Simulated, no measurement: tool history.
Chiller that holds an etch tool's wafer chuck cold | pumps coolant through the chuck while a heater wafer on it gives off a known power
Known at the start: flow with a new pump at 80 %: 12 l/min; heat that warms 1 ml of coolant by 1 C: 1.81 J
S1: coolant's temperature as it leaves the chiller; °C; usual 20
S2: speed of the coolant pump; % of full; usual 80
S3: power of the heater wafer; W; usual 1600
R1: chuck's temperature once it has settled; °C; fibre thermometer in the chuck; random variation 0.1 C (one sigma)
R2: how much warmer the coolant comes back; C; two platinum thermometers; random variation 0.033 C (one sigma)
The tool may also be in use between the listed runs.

{"run": 1, "day": 0.0, "S1": 20, "S2": 80, "S3": 1600, "R1": 35.5, "R2": 4.44}
{"run": 2, "day": 2.733, "S1": 20, "S2": 80, "S3": 1017, "R1": 29.8, "R2": 2.84}
{"run": 3, "day": 6.179, "S1": 20, "S2": 80, "S3": 1454, "R1": 34.2, "R2": 4.09}
{"run": 4, "day": 9.704, "S1": 20, "S2": 80, "S3": 1701, "R1": 36.4, "R2": 4.76}
{"run": 5, "day": 11.833, "S1": 20, "S2": 80, "S3": 1701, "R1": 36.4, "R2": 4.86}
{"run": 6, "day": 14.442, "S1": 20, "S2": 80, "S3": 1701, "R1": 36.5, "R2": 4.85}
{"run": 7, "day": 17.779, "S1": 20, "S2": 80, "S3": 1701, "R1": 36.6, "R2": 4.72}
{"run": 8, "day": 19.758, "S1": 20, "S2": 80, "S3": 1600, "R1": 35.5, "R2": 4.56}
{"run": 9, "day": 21.721, "S1": 20, "S2": 80, "S3": 1600, "R1": 35.6, "R2": 4.49}
{"day": 24.054, "done": "chiller's thermometer calibrated"}
{"run": 10, "day": 25.004, "S1": 20, "S2": 80, "S3": 1600, "R1": 35.7, "R2": 4.52}
{"run": 11, "day": 28.238, "S1": 20, "S2": 80, "S3": 1600, "R1": 35.6, "R2": 4.47}
{"run": 12, "day": 30.667, "S1": 20, "S2": 80, "S3": 1600, "R1": 35.4, "R2": 4.5}
{"run": 13, "day": 33.842, "S1": 20, "S2": 80, "S3": 1600, "R1": 35.6, "R2": 4.6}
{"run": 14, "day": 36.392, "S1": 20, "S2": 80, "S3": 1600, "R1": 35.5, "R2": 4.57}
{"run": 15, "day": 39.396, "S1": 20, "S2": 63, "S3": 1600, "R1": 38.8, "R2": 5.74}
{"run": 16, "day": 41.558, "S1": 20, "S2": 63, "S3": 1600, "R1": 38.6, "R2": 5.69}
{"run": 17, "day": 43.238, "S1": 20, "S2": 63, "S3": 1600, "R1": 38.6, "R2": 5.76}
{"run": 18, "day": 47.212, "S1": 20, "S2": 63, "S3": 1600, "R1": 38.8, "R2": 5.73}
{"run": 19, "day": 50.846, "S1": 13, "S2": 75, "S3": 1217, "R1": 25.4, "R2": 3.76}
{"run": 20, "day": 54.379, "S1": 17, "S2": 71, "S3": 1760, "R1": 35.6, "R2": 5.65}
{"run": 21, "day": 56.242, "S1": 20, "S2": 63, "S3": 1067, "R1": 32.4, "R2": 3.98}
{"run": 22, "day": 60.117, "S1": 19, "S2": 80, "S3": 1600, "R1": 34.4, "R2": 4.68}

Forecast run 23:
{"run": 23, "day": 63.408, "S1": 20, "S2": 89, "S3": 2234, "R1": "?", "R2": "?"}

{"run 23": {"R1": 39.8, "R2": 5.87}}
Without the tool's hidden state the same run would have given R1 39.8 °C, R2 5.6 C.

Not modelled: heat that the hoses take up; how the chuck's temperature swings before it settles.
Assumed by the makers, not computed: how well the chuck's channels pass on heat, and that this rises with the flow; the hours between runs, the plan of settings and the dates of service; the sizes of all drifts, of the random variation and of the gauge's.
